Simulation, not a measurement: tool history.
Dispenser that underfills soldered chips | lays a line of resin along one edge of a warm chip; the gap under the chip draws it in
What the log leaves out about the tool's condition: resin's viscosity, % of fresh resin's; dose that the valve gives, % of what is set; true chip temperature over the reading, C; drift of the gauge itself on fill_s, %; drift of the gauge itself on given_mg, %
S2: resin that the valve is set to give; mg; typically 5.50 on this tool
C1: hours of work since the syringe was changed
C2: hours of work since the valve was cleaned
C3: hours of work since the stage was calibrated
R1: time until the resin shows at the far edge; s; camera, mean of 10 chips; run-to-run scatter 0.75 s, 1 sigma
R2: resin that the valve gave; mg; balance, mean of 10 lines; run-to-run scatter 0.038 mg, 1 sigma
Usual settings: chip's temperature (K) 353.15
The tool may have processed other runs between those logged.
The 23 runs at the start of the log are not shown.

At hour 241.4: new syringe of resin.
Run 24, hour 246.1: usual settings but chip's temperature (K) 344.15, S2 6.29 mg; C1 3; C2 47; C3 236. Result: R1 106.1 s, R2 6.15 mg.
At hour 251.7: new syringe of resin.
Run 25, hour 260.1: usual settings but chip's temperature (K) 355.15, S2 5.67 mg; C1 6; C2 56; C3 245. Result: R1 76.0 s, R2 5.55 mg.
At hour 261.5: new syringe of resin.
At hour 271.7: new syringe of resin.
Run 26, hour 272.6: usual settings but chip's temperature (K) 351.15, S2 6.68 mg; C1 1; C2 64; C3 253. Result: R1 70.9 s, R2 6.42 mg.
At hour 280.4: dispensing valve cleaned and set on the balance.
At hour 282.6: new syringe of resin.
Run 27, hour 282.6: usual settings but chip's temperature (K) 363.15, S2 5.34 mg; C1 0; C2 1; C3 259. Result: R1 46.1 s, R2 5.27 mg.
At hour 292.6: new syringe of resin.
Run 28, hour 296.4: usual settings but chip's temperature (K) 344.15, S2 6.82 mg; C1 3; C2 10; C3 268. Result: R1 104.8 s, R2 6.73 mg.
At hour 302.8: new syringe of resin.
Run 29, hour 307.1: usual settings but chip's temperature (K) 339.15, S2 5.79 mg; C1 3; C2 17; C3 275. Result: R1 132.6 s, R2 5.71 mg.
At hour 312.7: new syringe of resin.
Run 30, hour 320.1: usual settings but chip's temperature (K) 352.15, S2 5.71 mg; C1 5; C2 26; C3 283. Result: R1 82.5 s, R2 5.65 mg.
At hour 322.7: new syringe of resin.
Run 31, hour 327.3: usual settings but S2 6.17 mg; C1 3; C2 30; C3 288. Result: R1 73.3 s, R2 6.08 mg.
At hour 333.1: new syringe of resin.
Run 32, hour 340.7: usual settings but S2 4.77 mg; C1 5; C2 39; C3 296. Result: R1 85.7 s, R2 4.68 mg.
At hour 343.1: new syringe of resin.
Run 33, hour 350.4: usual settings but chip's temperature (K) 362.15, S2 5.62 mg; C1 5; C2 45; C3 303. Result: R1 56.3 s, R2 5.47 mg.

Predict each of these 5 candidate next runs independently; none follows another, all start after run 33:
At hour 353.2: new syringe of resin.
Run A, hour 361.2: usual settings but chip's temperature (K) 364.15, S2 4.79 mg; C1 5; C2 52; C3 310. Result: R1 ?, R2 ?.
At hour 353.2: new syringe of resin.
Run B, hour 361.2: usual settings but chip's temperature (K) 347.15, S2 5.82 mg; C1 5; C2 52; C3 310. Result: R1 ?, R2 ?.
At hour 353.2: new syringe of resin.
Run C, hour 361.2: usual settings but chip's temperature (K) 343.15, S2 5.74 mg; C1 5; C2 52; C3 310. Result: R1 ?, R2 ?.
At hour 353.2: new syringe of resin.
Run D, hour 361.2: usual settings but chip's temperature (K) 341.15, S2 6.53 mg; C1 5; C2 52; C3 310. Result: R1 ?, R2 ?.
At hour 353.2: new syringe of resin.
Run E, hour 361.2: usual settings but chip's temperature (K) 360.15, S2 4.88 mg; C1 5; C2 52; C3 310. Result: R1 ?, R2 ?.

run     R1    R2
  A   55.0  4.67
  B  103.4  5.61
  C  123.8  5.51
  D  134.3  6.38
  E   63.6  4.65
With the hidden condition removed and each run's random variation left untouched, the same runs would have given:
run     R1    R2
  A   45.9  4.84
  B   87.2  5.82
  C  104.5  5.72
  D  113.8  6.61
  E   53.1  4.82
